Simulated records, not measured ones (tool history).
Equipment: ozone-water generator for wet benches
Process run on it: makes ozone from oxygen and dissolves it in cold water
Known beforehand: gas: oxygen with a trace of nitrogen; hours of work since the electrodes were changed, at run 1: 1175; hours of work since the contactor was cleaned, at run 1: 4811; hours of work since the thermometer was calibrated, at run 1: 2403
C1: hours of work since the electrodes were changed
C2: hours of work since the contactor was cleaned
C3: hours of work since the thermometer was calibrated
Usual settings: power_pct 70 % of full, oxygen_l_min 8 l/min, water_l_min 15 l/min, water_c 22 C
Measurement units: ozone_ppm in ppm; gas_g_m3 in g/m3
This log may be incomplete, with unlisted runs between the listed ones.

Run 1, hour 0: usual settings; C1 1175; C2 4811; C3 2403. Result: ozone_ppm 35.3 ppm, gas_g_m3 256.6 g/m3.
Run 2, hour 54.6: usual settings but oxygen_l_min 4.45 l/min; C1 1215; C2 4851; C3 2443. Result: ozone_ppm 36 ppm, gas_g_m3 330.9 g/m3.
Run 3, hour 128.2: usual settings but oxygen_l_min 9.49 l/min; C1 1270; C2 4905; C3 2497. Result: ozone_ppm 34.7 ppm, gas_g_m3 236.1 g/m3.
Run 4, hour 181.9: usual settings; C1 1309; C2 4945; C3 2537. Result: ozone_ppm 35.6 ppm, gas_g_m3 254.1 g/m3.
At hour 205.4: water thermometer calibrated.
Run 5, hour 255.2: usual settings but water_c 28 C; C1 1363; C2 4999; C3 37. Result: ozone_ppm 31.1 ppm, gas_g_m3 253 g/m3.
Run 6, hour 305.8: usual settings but power_pct 42 % of full; C1 1400; C2 5036; C3 74. Result: ozone_ppm 24.8 ppm, gas_g_m3 176.4 g/m3.
Run 7, hour 339.8: usual settings; C1 1425; C2 5061; C3 99. Result: ozone_ppm 34.7 ppm, gas_g_m3 250 g/m3.
Run 8, hour 402.3: usual settings but water_l_min 11 l/min; C1 1472; C2 5107; C3 145. Result: ozone_ppm 41.5 ppm, gas_g_m3 251.5 g/m3.
Run 9, hour 447.3: usual settings but oxygen_l_min 5.22 l/min; C1 1505; C2 5140; C3 178. Result: ozone_ppm 35.9 ppm, gas_g_m3 304.4 g/m3.
Run 10, hour 500.5: usual settings but water_l_min 14 l/min; C1 1544; C2 5180; C3 218. Result: ozone_ppm 36.7 ppm, gas_g_m3 251.4 g/m3.
Run 11, hour 571.5: usual settings but water_l_min 14 l/min; C1 1596; C2 5232; C3 270. Result: ozone_ppm 36.9 ppm, gas_g_m3 252 g/m3.
At hour 616.5: contactor cleaned.
Run 12, hour 629.5: usual settings but water_l_min 14 l/min; C1 1636; C2 10; C3 310. Result: ozone_ppm 38 ppm, gas_g_m3 253.5 g/m3.
Run 13, hour 666.2: usual settings but oxygen_l_min 4.35 l/min, water_l_min 14 l/min; C1 1663; C2 37; C3 337. Result: ozone_ppm 38.5 ppm, gas_g_m3 327 g/m3.
Run 14, hour 709.9: usual settings but water_l_min 13 l/min; C1 1696; C2 69; C3 369. Result: ozone_ppm 39.7 ppm, gas_g_m3 250 g/m3.
Run 15, hour 765.7: usual settings but water_l_min 13 l/min; C1 1737; C2 110; C3 411. Result: ozone_ppm 39.4 ppm, gas_g_m3 249.9 g/m3.
Run 16, hour 820.6: usual settings; C1 1777; C2 151; C3 451. Result: ozone_ppm 36.6 ppm, gas_g_m3 251.1 g/m3.
Run 17, hour 888.8: usual settings; C1 1828; C2 201; C3 501. Result: ozone_ppm 36.3 ppm, gas_g_m3 252.5 g/m3.
Run 18, hour 960.9: usual settings but power_pct 64 % of full, oxygen_l_min 4.64 l/min, water_l_min 12 l/min, water_c 17 C; C1 1881; C2 254; C3 555. Result: ozone_ppm 43.9 ppm, gas_g_m3 298.3 g/m3.
Run 19, hour 1003.8: usual settings but power_pct 73 % of full, oxygen_l_min 7.92 l/min, water_l_min 12 l/min, water_c 17 C; C1 1913; C2 286; C3 586. Result: ozone_ppm 47.8 ppm, gas_g_m3 257.7 g/m3.
Run 20, hour 1063.2: usual settings but power_pct 73 % of full, oxygen_l_min 7.92 l/min, water_l_min 12 l/min, water_c 17 C; C1 1956; C2 330; C3 630. Result: ozone_ppm 47.1 ppm, gas_g_m3 258.4 g/m3.
Run 21, hour 1115.1: usual settings but power_pct 65 % of full, oxygen_l_min 5.66 l/min, water_c 16 C; C1 1995; C2 368; C3 668. Result: ozone_ppm 38.8 ppm, gas_g_m3 275.4 g/m3.
Run 22, hour 1160.4: usual settings but power_pct 65 % of full, oxygen_l_min 10.43 l/min, water_c 19 C; C1 2028; C2 401; C3 702. Result: ozone_ppm 35.5 ppm, gas_g_m3 210.9 g/m3.
Run 23, hour 1190.8: usual settings but power_pct 46 % of full, oxygen_l_min 10.43 l/min, water_c 19 C; C1 2051; C2 424; C3 724. Result: ozone_ppm 28 ppm, gas_g_m3 166.4 g/m3.

Run 24 has not been measured yet. What should we expect?
Run 24, hour 1261.6: usual settings but power_pct 62 % of full, oxygen_l_min 12.16 l/min, water_l_min 11 l/min, water_c 16 C; C1 2103; C2 476; C3 777. Result: ozone_ppm ?, gas_g_m3 ?.

For run 24 the tool returned ozone_ppm 42 ppm, gas_g_m3 190.3 g/m3.
Take away the tool's hidden state, keep the run-to-run variation as it was, and the same run would have given ozone_ppm 43.5 ppm, gas_g_m3 196.3 g/m3.

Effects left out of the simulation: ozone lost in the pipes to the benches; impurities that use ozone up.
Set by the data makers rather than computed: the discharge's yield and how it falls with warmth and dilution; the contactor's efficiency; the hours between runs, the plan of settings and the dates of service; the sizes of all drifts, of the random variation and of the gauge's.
